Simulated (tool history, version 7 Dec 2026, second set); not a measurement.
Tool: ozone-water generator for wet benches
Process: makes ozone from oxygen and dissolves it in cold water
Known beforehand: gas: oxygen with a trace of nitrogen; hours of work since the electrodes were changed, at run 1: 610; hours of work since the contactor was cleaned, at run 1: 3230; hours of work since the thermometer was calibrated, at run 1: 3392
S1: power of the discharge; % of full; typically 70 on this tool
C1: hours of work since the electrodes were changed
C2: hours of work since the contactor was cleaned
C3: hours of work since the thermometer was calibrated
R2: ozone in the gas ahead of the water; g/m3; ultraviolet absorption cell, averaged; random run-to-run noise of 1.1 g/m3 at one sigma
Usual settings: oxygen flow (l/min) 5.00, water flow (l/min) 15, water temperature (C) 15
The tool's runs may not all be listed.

Run 1, hour 0.0: usual settings; C1 610; C2 3230; C3 3392. Result: dissolved ozone (ppm) 23.9, R2 195.4 g/m3.
Run 2, hour 26.5: usual settings; C1 627; C2 3247; C3 3409. Result: dissolved ozone (ppm) 24.3, R2 195.2 g/m3.
Run 3, hour 43.7: usual settings but water flow (l/min) 19; C1 638; C2 3258; C3 3420. Result: dissolved ozone (ppm) 20.1, R2 195.3 g/m3.
Run 4, hour 73.2: usual settings but water temperature (C) 10; C1 657; C2 3277; C3 3439. Result: dissolved ozone (ppm) 26.4, R2 195.1 g/m3.
Run 5, hour 90.7: usual settings but water temperature (C) 10; C1 669; C2 3288; C3 3451. Result: dissolved ozone (ppm) 25.8, R2 194.4 g/m3.
Run 6, hour 116.5: usual settings; C1 685; C2 3305; C3 3467. Result: dissolved ozone (ppm) 23.9, R2 197.0 g/m3.
Run 7, hour 139.0: usual settings but oxygen flow (l/min) 2.79; C1 700; C2 3320; C3 3482. Result: dissolved ozone (ppm) 21.3, R2 237.9 g/m3.
Run 8, hour 164.8: usual settings but oxygen flow (l/min) 2.79; C1 717; C2 3336; C3 3498. Result: dissolved ozone (ppm) 21.1, R2 238.0 g/m3.
Run 9, hour 193.1: usual settings but oxygen flow (l/min) 4.28; C1 735; C2 3355; C3 3517. Result: dissolved ozone (ppm) 23.6, R2 205.0 g/m3.
Run 10, hour 215.4: usual settings but water temperature (C) 12; C1 749; C2 3369; C3 3531. Result: dissolved ozone (ppm) 25.4, R2 196.3 g/m3.
Run 11, hour 228.8: usual settings but oxygen flow (l/min) 4.20; C1 758; C2 3378; C3 3540. Result: dissolved ozone (ppm) 23.5, R2 207.8 g/m3.
Run 12, hour 250.3: usual settings but oxygen flow (l/min) 4.20; C1 772; C2 3391; C3 3554. Result: dissolved ozone (ppm) 23.5, R2 207.8 g/m3.
Run 13, hour 264.4: usual settings but S1 74 % of full, oxygen flow (l/min) 4.20; C1 781; C2 3400; C3 3563. Result: dissolved ozone (ppm) 24.3, R2 212.7 g/m3.
Run 14, hour 292.5: usual settings but S1 74 % of full, oxygen flow (l/min) 4.20; C1 799; C2 3419; C3 3581. Result: dissolved ozone (ppm) 24.5, R2 214.6 g/m3.
Run 15, hour 305.2: usual settings but water temperature (C) 11; C1 807; C2 3427; C3 3589. Result: dissolved ozone (ppm) 25.4, R2 195.9 g/m3.
Run 16, hour 319.7: usual settings but water temperature (C) 11; C1 816; C2 3436; C3 3598. Result: dissolved ozone (ppm) 25.7, R2 193.7 g/m3.
Run 17, hour 342.6: usual settings but water temperature (C) 11; C1 831; C2 3451; C3 3613. Result: dissolved ozone (ppm) 25.8, R2 193.7 g/m3.
Run 18, hour 357.9: usual settings but oxygen flow (l/min) 3.61, water temperature (C) 18; C1 841; C2 3461; C3 3623. Result: dissolved ozone (ppm) 21.8, R2 217.0 g/m3.
Run 19, hour 385.2: usual settings but S1 100 % of full, oxygen flow (l/min) 7.00, water flow (l/min) 12; C1 859; C2 3478; C3 3641. Result: dissolved ozone (ppm) 36.8, R2 219.5 g/m3.
Run 20, hour 411.0: usual settings but S1 100 % of full, oxygen flow (l/min) 7.00, water flow (l/min) 12; C1 875; C2 3495; C3 3657. Result: dissolved ozone (ppm) 36.6, R2 218.9 g/m3.
Run 21, hour 442.3: usual settings but S1 69 % of full, oxygen flow (l/min) 4.63, water flow (l/min) 13; C1 896; C2 3515; C3 3678. Result: dissolved ozone (ppm) 26.2, R2 198.3 g/m3.
Run 22, hour 467.2: usual settings but oxygen flow (l/min) 5.36, water temperature (C) 12; C1 912; C2 3531; C3 3694. Result: dissolved ozone (ppm) 25.4, R2 187.7 g/m3.
Run 23, hour 497.5: usual settings but S1 46 % of full, oxygen flow (l/min) 5.23, water flow (l/min) 10; C1 931; C2 3551; C3 3713. Result: dissolved ozone (ppm) 23.7, R2 141.9 g/m3.
Run 24, hour 518.0: usual settings but S1 53 % of full, oxygen flow (l/min) 6.74; C1 944; C2 3564; C3 3726. Result: dissolved ozone (ppm) 20.5, R2 142.4 g/m3.
Run 25, hour 542.3: usual settings but S1 84 % of full, oxygen flow (l/min) 6.74, water flow (l/min) 11; C1 960; C2 3580; C3 3742. Result: dissolved ozone (ppm) 34.0, R2 195.5 g/m3.
Run 26, hour 555.7: usual settings but S1 84 % of full, oxygen flow (l/min) 6.74, water flow (l/min) 11; C1 969; C2 3588; C3 3751. Result: dissolved ozone (ppm) 33.5, R2 196.1 g/m3.
Run 27, hour 570.0: usual settings but S1 84 % of full, oxygen flow (l/min) 8.73, water flow (l/min) 11; C1 978; C2 3598; C3 3760. Result: dissolved ozone (ppm) 33.9, R2 180.6 g/m3.
Run 28, hour 585.5: usual settings but S1 84 % of full, oxygen flow (l/min) 8.73, water flow (l/min) 11; C1 988; C2 3608; C3 3770. Result: dissolved ozone (ppm) 33.9, R2 180.8 g/m3.
Run 29, hour 605.5: usual settings but S1 50 % of full; C1 1001; C2 3621; C3 3783. Result: dissolved ozone (ppm) 19.0, R2 152.2 g/m3.
Run 30, hour 636.3: usual settings but S1 50 % of full; C1 1021; C2 3640; C3 3803. Result: dissolved ozone (ppm) 18.9, R2 153.3 g/m3.
Run 31, hour 661.8: usual settings but oxygen flow (l/min) 2.56, water flow (l/min) 23, water temperature (C) 9; C1 1037; C2 3657; C3 3819. Result: dissolved ozone (ppm) 14.1, R2 243.4 g/m3.
Run 32, hour 690.1: usual settings but oxygen flow (l/min) 2.56, water flow (l/min) 23, water temperature (C) 9; C1 1056; C2 3675; C3 3837. Result: dissolved ozone (ppm) 14.3, R2 243.4 g/m3.
Run 33, hour 717.7: usual settings but S1 86 % of full, water temperature (C) 14; C1 1073; C2 3693; C3 3855. Result: dissolved ozone (ppm) 27.5, R2 220.2 g/m3.
Run 34, hour 734.2: usual settings but water flow (l/min) 14; C1 1084; C2 3704; C3 3866. Result: dissolved ozone (ppm) 25.1, R2 191.5 g/m3.

Measured less the same run without the tool's hidden state. The same run-to-run variation is in both; the gauge's scatter may not be:
Unlogged tool condition in this case: yield of the discharge, % of new electrodes'; contactor's efficiency, % of a clean one's; true water temperature over the reading, C; drift of the gauge itself on ozone_ppm, %; drift of the gauge itself on gas_g_m3, %.
run  dissolved ozone (ppm)     R2
  1                   -1.9   -5.3
  2                   -1.9   -5.4
  3                   -1.7   -5.5
  4                   -2.1   -5.6
  5                   -2.1   -5.6
  6                   -2.0   -5.7
  7                   -1.8   -7.2
  8                   -1.8   -7.3
  9                   -2.0   -6.4
 10                   -2.2   -6.2
 11                   -2.0   -6.7
 12                   -2.0   -6.8
 13                   -2.1   -7.2
 14                   -2.2   -7.4
 15                   -2.3   -6.6
 16                   -2.3   -6.6
 17                   -2.4   -6.7
 18                   -2.0   -7.5
 19                   -3.6   -9.8
 20                   -3.7   -9.9
 21                   -2.3   -7.2
 22                   -2.4   -7.0
 23                   -1.8   -3.8
 24                   -1.8   -4.4
 25                   -3.3   -8.6
 26                   -3.3   -8.7
 27                   -3.4   -8.0
 28                   -3.5   -8.1
 29                   -1.7   -4.7
 30                   -1.7   -4.8
 31                   -1.5  -10.1
 32                   -1.5  -10.3
 33                   -3.1  -10.8
 34                   -2.6   -8.2
